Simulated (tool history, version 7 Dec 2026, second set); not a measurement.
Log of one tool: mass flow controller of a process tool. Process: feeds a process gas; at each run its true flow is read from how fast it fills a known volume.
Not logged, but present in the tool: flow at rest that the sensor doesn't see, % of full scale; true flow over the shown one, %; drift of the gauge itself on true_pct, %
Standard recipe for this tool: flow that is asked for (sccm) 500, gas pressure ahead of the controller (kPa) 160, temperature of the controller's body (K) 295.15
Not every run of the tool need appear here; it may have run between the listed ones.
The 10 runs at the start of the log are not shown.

run,day,flow that is asked for (sccm),gas pressure ahead of the controller (kPa),temperature of the controller's body (K),hours of work since the controller was set to zero,hours of work since the controller was changed,true flow (%)
11,51.871,322,149,295.15,2909,2909,97.27
12,59.592,322,149,295.15,3017,3017,97.21
13,66.292,500,160,295.15,3111,3111,97.66
14,70.188,500,160,295.15,3165,3165,97.24
15,74.871,500,160,295.15,3230,3230,97.40
16,79.854,500,160,295.15,3300,3300,97.28
17,86.271,500,160,298.15,3389,3389,97.34
18,92.558,500,160,298.15,3477,3477,97.20
19,97.992,219,181,299.15,3553,3553,96.56
20,101.212,219,210,303.15,3597,3597,97.00
21,106.304,219,210,303.15,3668,3668,96.86

Run 22, settings as shown, results not yet in. Your forecast:
22,111.133,219,210,303.15,3736,3736,?

{"run 22": {"true flow (%)": 96.85}}
With the hidden condition absent and the run-to-run variation left alone, this run would have shown true flow (%) 98.58.
